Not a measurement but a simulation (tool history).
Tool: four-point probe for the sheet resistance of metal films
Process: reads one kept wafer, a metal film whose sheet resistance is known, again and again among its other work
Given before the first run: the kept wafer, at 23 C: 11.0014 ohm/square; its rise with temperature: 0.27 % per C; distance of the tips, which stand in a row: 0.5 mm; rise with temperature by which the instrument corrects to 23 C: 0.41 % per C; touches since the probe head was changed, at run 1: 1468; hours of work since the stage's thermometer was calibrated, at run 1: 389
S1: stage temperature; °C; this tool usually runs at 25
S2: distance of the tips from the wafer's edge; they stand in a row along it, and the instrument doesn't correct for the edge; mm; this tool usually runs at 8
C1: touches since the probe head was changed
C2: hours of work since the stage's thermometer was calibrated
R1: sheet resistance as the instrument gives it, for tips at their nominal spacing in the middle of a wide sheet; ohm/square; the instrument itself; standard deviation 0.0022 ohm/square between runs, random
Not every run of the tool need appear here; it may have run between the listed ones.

run 1 hour=0.0 | S1=25 S2=8 | C1=1468 C2=389 | R1=11.053016
run 2 hour=9.5 | S1=25 S2=8 | C1=1588 C2=393 | R1=11.053175
run 3 hour=22.4 | S1=25 S2=8 | C1=1753 C2=399 | R1=11.053771
run 4 hour=39.4 | S1=25 S2=8 | C1=1969 C2=407 | R1=11.051839
run 5 hour=52.0 | S1=25 S2=8 | C1=2129 C2=413 | R1=11.054799
run 6 hour=65.4 | S1=24 S2=8 | C1=2299 C2=419 | R1=11.065012
run 7 hour=73.2 | S1=24 S2=8 | C1=2399 C2=423 | R1=11.068288
-- hour=74.7 stage's thermometer calibrated
run 8 hour=85.6 | S1=25 S2=8 | C1=2549 C2=5 | R1=11.059771
run 9 hour=101.6 | S1=22 S2=33 | C1=2753 C2=13 | R1=11.082629
run 10 hour=110.2 | S1=23 S2=8 | C1=2863 C2=17 | R1=11.089571
run 11 hour=118.7 | S1=23 S2=10 | C1=2970 C2=20 | R1=11.079634
run 12 hour=127.1 | S1=35 S2=63 | C1=3077 C2=24 | R1=10.884482
-- hour=133.8 stage's thermometer calibrated, once more
run 13 hour=136.6 | S1=28 S2=63 | C1=3192 C2=1 | R1=10.976902
run 14 hour=152.0 | S1=28 S2=63 | C1=3387 C2=8 | R1=10.981415
run 15 hour=161.3 | S1=33 S2=7 | C1=3505 C2=13 | R1=10.937331
run 16 hour=175.0 | S1=22 S2=30 | C1=3680 C2=19 | R1=11.070482

Branching from run 16: 4 alternative next runs. What would each branch give?
run A hour=186.1 | S1=32 S2=16 | C1=3821 C2=24 | R1=?
run B hour=186.1 | S1=24 S2=30 | C1=3821 C2=24 | R1=?
run C hour=186.1 | S1=33 S2=6 | C1=3821 C2=24 | R1=?
run D hour=186.1 | S1=32 S2=8 | C1=3821 C2=24 | R1=?

run=A R1=10.925020
run=B R1=11.039629
run=C R1=10.943924
run=D R1=10.940823
Without the tool's unlogged condition, the same runs would have read:
run=A R1=10.870052
run=B R1=10.984104
run=C R1=10.888872
run=D R1=10.885782
